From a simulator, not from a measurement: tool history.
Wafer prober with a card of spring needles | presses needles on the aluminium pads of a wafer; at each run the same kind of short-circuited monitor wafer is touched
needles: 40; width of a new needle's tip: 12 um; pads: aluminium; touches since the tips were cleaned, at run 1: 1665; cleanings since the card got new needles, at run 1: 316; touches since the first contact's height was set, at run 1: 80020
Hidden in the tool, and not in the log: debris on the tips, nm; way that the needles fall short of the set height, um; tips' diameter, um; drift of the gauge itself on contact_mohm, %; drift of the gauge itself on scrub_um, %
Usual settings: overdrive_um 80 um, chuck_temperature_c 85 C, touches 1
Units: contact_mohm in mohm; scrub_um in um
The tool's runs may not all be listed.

| run | hour | overdrive_um | chuck_temperature_c | touches | touches since the tips were cleaned | cleanings since the card got new needles | touches since the first contact's height was set | contact_mohm | scrub_um |
|---|---|---|---|---|---|---|---|---|---|
| 1 | 0 | 80 | 85 | 1 | 1665 | 316 | 80020 | 274 | 13.98 |
|  | 1.7 | height of the first contact set anew |
|  | 3.1 | tips cleaned on abrasive film |
|  | 10 | tips cleaned on abrasive film |
|  | 15.5 | tips cleaned on abrasive film |
|  | 21.1 | tips cleaned on abrasive film |
|  | 26.6 | tips cleaned on abrasive film |
|  | 33.5 | tips cleaned on abrasive film |
| 2 | 35.7 | 80 | 85 | 1 | 1247 | 322 | 18744 | 294 | 14.34 |
|  | 39.9 | tips cleaned on abrasive film |
|  | 46.8 | tips cleaned on abrasive film |
|  | 53.6 | tips cleaned on abrasive film |
|  | 60.5 | tips cleaned on abrasive film |
|  | 66.1 | tips cleaned on abrasive film |
|  | 71.6 | tips cleaned on abrasive film |
|  | 78.5 | tips cleaned on abrasive film |
|  | 85.2 | tips cleaned on abrasive film |
| 3 | 85.2 | 80 | 85 | 1 | 0 | 330 | 46042 | 195 | 14.32 |
|  | 92.1 | tips cleaned on abrasive film |
|  | 99 | tips cleaned on abrasive film |
|  | 104.5 | tips cleaned on abrasive film |
|  | 110 | tips cleaned on abrasive film |
|  | 115.5 | tips cleaned on abrasive film |
|  | 121.1 | tips cleaned on abrasive film |
|  | 128 | tips cleaned on abrasive film |
| 4 | 129.9 | 80 | 85 | 1 | 1114 | 337 | 70738 | 294 | 14.12 |
|  | 134.1 | tips cleaned on abrasive film |
|  | 139.6 | tips cleaned on abrasive film |
|  | 145.2 | tips cleaned on abrasive film |
|  | 148.2 | height of the first contact set anew |
|  | 152.4 | tips cleaned on abrasive film |
|  | 159.2 | tips cleaned on abrasive film |
|  | 166.1 | tips cleaned on abrasive film |
|  | 171.7 | tips cleaned on abrasive film |
|  | 178.5 | tips cleaned on abrasive film |
|  | 184.1 | tips cleaned on abrasive film |
| 5 | 189.2 | 80 | 85 | 1 | 2893 | 346 | 22671 | 422 | 14.36 |
|  | 190.7 | tips cleaned on abrasive film |
|  | 196.2 | tips cleaned on abrasive film |
|  | 201.7 | tips cleaned on abrasive film |
|  | 208.6 | tips cleaned on abrasive film |
|  | 214.2 | tips cleaned on abrasive film |
|  | 219.7 | tips cleaned on abrasive film |
|  | 225.2 | tips cleaned on abrasive film |
|  | 230.7 | tips cleaned on abrasive film |
|  | 236.3 | tips cleaned on abrasive film |
|  | 241.8 | tips cleaned on abrasive film |
| 6 | 242 | 80 | 85 | 1 | 117 | 356 | 51696 | 208 | 14.15 |
|  | 247.5 | tips cleaned on abrasive film |
|  | 254.4 | tips cleaned on abrasive film |
|  | 259.9 | tips cleaned on abrasive film |
|  | 266.8 | tips cleaned on abrasive film |
|  | 273.7 | tips cleaned on abrasive film |
|  | 279.2 | tips cleaned on abrasive film |
|  | 284.8 | tips cleaned on abrasive film |
|  | 290.3 | tips cleaned on abrasive film |
| 7 | 291.7 | 80 | 85 | 1 | 772 | 364 | 79092 | 269 | 13.97 |
|  | 294.7 | height of the first contact set anew |
|  | 297.5 | tips cleaned on abrasive film |
|  | 303 | tips cleaned on abrasive film |
|  | 309.9 | tips cleaned on abrasive film |
|  | 315.4 | tips cleaned on abrasive film |
|  | 322.3 | tips cleaned on abrasive film |
|  | 327.8 | tips cleaned on abrasive film |
|  | 334.7 | tips cleaned on abrasive film |
|  | 340.2 | tips cleaned on abrasive film |
|  | 347.1 | tips cleaned on abrasive film |
|  | 352.7 | tips cleaned on abrasive film |
| 8 | 356.6 | 80 | 85 | 1 | 2228 | 374 | 34179 | 392 | 14.27 |
|  | 359.4 | tips cleaned on abrasive film |
|  | 366.3 | tips cleaned on abrasive film |
|  | 370.5 | tips cleaned on abrasive film, once more |
|  | 376 | tips cleaned on abrasive film |
|  | 381.6 | tips cleaned on abrasive film |
|  | 388.4 | tips cleaned on abrasive film |
|  | 395.3 | tips cleaned on abrasive film |
| 9 | 397.6 | 80 | 85 | 1 | 1290 | 381 | 56770 | 325 | 14.18 |
|  | 401.8 | tips cleaned on abrasive film |
|  | 407.3 | tips cleaned on abrasive film |
|  | 414.2 | tips cleaned on abrasive film |
|  | 419.7 | tips cleaned on abrasive film |
|  | 426.6 | tips cleaned on abrasive film |
|  | 433.5 | tips cleaned on abrasive film |
|  | 439 | tips cleaned on abrasive film |
|  | 440.7 | height of the first contact set anew |
|  | 444.9 | tips cleaned on abrasive film |
|  | 451.7 | tips cleaned on abrasive film |
| 10 | 455.1 | 80 | 85 | 1 | 1905 | 390 | 7991 | 372 | 14.45 |
|  | 458 | tips cleaned on abrasive film |
|  | 463.5 | tips cleaned on abrasive film |
|  | 469 | tips cleaned on abrasive film |
|  | 474.5 | tips cleaned on abrasive film |
|  | 481.4 | tips cleaned on abrasive film |
| 11 | 484.8 | 80 | 85 | 1 | 1862 | 395 | 24308 | 360 | 14.37 |
|  | 487.6 | tips cleaned on abrasive film |
|  | 493.1 | tips cleaned on abrasive film |
|  | 498.6 | tips cleaned on abrasive film |
|  | 504.2 | tips cleaned on abrasive film |
|  | 509.7 | tips cleaned on abrasive film |
|  | 516.6 | tips cleaned on abrasive film |
|  | 522.1 | tips cleaned on abrasive film |
|  | 529 | tips cleaned on abrasive film |
|  | 534.5 | tips cleaned on abrasive film |
|  | 541.4 | tips cleaned on abrasive film |
|  | 546.9 | tips cleaned on abrasive film |
| 12 | 548.3 | 67 | 56 | 1 | 774 | 406 | 59315 | 348 | 11.79 |
|  | 553.8 | tips cleaned on abrasive film |
|  | 565.8 | card fitted with new needles |
|  | 571.3 | tips cleaned on abrasive film |
|  | 576.9 | tips cleaned on abrasive film |
|  | 583.7 | tips cleaned on abrasive film |
|  | 589.3 | tips cleaned on abrasive film |
| 13 | 590.5 | 61 | 84 | 1 | 710 | 4 | 13642 | 184 | 10.96 |
|  | 596.1 | tips cleaned on abrasive film |
|  | 601.6 | tips cleaned on abrasive film |
|  | 607.1 | tips cleaned on abrasive film |
|  | 612.6 | tips cleaned on abrasive film |
|  | 618.2 | tips cleaned on abrasive film |
|  | 623.7 | tips cleaned on abrasive film |
|  | 630.6 | tips cleaned on abrasive film |
|  | 637.5 | tips cleaned on abrasive film |
|  | 643 | tips cleaned on abrasive film |
|  | 648.5 | tips cleaned on abrasive film |
|  | 654.1 | tips cleaned on abrasive film |
| 14 | 654.9 | 61 | 84 | 1 | 466 | 15 | 49102 | 178 | 10.77 |
|  | 660.4 | tips cleaned on abrasive film |
|  | 665.9 | tips cleaned on abrasive film |
|  | 672.8 | tips cleaned on abrasive film |
|  | 678.4 | tips cleaned on abrasive film |
|  | 685.2 | tips cleaned on abrasive film |
|  | 692.1 | tips cleaned on abrasive film |
| 15 | 695.8 | 89 | 120 | 3 | 2056 | 21 | 71697 | 166 | 15.71 |
|  | 698.6 | tips cleaned on abrasive film |
|  | 704.1 | tips cleaned on abrasive film |
|  | 709.7 | tips cleaned on abrasive film |
|  | 712.7 | height of the first contact set anew |
|  | 716.9 | tips cleaned on abrasive film |
|  | 722.4 | tips cleaned on abrasive film |
|  | 727.9 | tips cleaned on abrasive film |
|  | 733.4 | tips cleaned on abrasive film |
|  | 739 | tips cleaned on abrasive film |
| 16 | 743.8 | 70 | 85 | 1 | 2706 | 29 | 17160 | 228 | 12.61 |
|  | 745.3 | tips cleaned on abrasive film |
|  | 750.8 | tips cleaned on abrasive film |
|  | 757.7 | tips cleaned on abrasive film |
|  | 763.2 | tips cleaned on abrasive film |
|  | 768.7 | tips cleaned on abrasive film |
|  | 774.3 | tips cleaned on abrasive film |
|  | 781.1 | tips cleaned on abrasive film |
|  | 786.7 | tips cleaned on abrasive film |
|  | 793.5 | tips cleaned on abrasive film |
|  | 799.1 | tips cleaned on abrasive film |
| 17 | 803.4 | 79 | 48 | 1 | 2428 | 39 | 50018 | 199 | 14.02 |
|  | 804.9 | tips cleaned on abrasive film |
|  | 810.4 | tips cleaned on abrasive film |
|  | 815.9 | tips cleaned on abrasive film |
|  | 822.8 | tips cleaned on abrasive film |
|  | 829.7 | tips cleaned on abrasive film |
|  | 835.2 | tips cleaned on abrasive film |
|  | 842.1 | tips cleaned on abrasive film |
|  | 849 | tips cleaned on abrasive film |
|  | 854.5 | tips cleaned on abrasive film |
|  | 858.9 | height of the first contact set anew |
|  | 860.3 | tips cleaned on abrasive film |
|  | 865.9 | tips cleaned on abrasive film |
| 18 | 868.5 | 64 | 62 | 2 | 1484 | 50 | 5288 | 186 | 11.5 |

Forecast each of these 4 alternatives for the next run:
|  | 872.7 | tips cleaned on abrasive film |
|  | 878.2 | tips cleaned on abrasive film |
|  | 883.7 | tips cleaned on abrasive film |
|  | 890.6 | tips cleaned on abrasive film |
|  | 896.6 | tips cleaned on abrasive film |
| A | 896.6 | 87 | 114 | 2 | 0 | 55 | 20775 | ? | ? |
|  | 872.7 | tips cleaned on abrasive film |
|  | 878.2 | tips cleaned on abrasive film |
|  | 883.7 | tips cleaned on abrasive film |
|  | 890.6 | tips cleaned on abrasive film |
|  | 896.6 | tips cleaned on abrasive film |
| B | 896.6 | 65 | 62 | 2 | 0 | 55 | 20775 | ? | ? |
|  | 872.7 | tips cleaned on abrasive film |
|  | 878.2 | tips cleaned on abrasive film |
|  | 883.7 | tips cleaned on abrasive film |
|  | 890.6 | tips cleaned on abrasive film |
|  | 896.6 | tips cleaned on abrasive film |
| C | 896.6 | 80 | 84 | 2 | 0 | 55 | 20775 | ? | ? |
|  | 872.7 | tips cleaned on abrasive film |
|  | 878.2 | tips cleaned on abrasive film |
|  | 883.7 | tips cleaned on abrasive film |
|  | 890.6 | tips cleaned on abrasive film |
|  | 896.6 | tips cleaned on abrasive film |
| D | 896.6 | 63 | 99 | 1 | 0 | 55 | 20775 | ? | ? |

| run | contact_mohm | scrub_um |
|---|---|---|
| A | 156 | 15.54 |
| B | 157 | 11.51 |
| C | 152 | 14.36 |
| D | 168 | 11.26 |
Without the tool's hidden state the same runs would have given:
| run | contact_mohm | scrub_um |
|---|---|---|
| A | 151 | 15.67 |
| B | 149 | 11.64 |
| C | 147 | 14.49 |
| D | 155 | 11.39 |
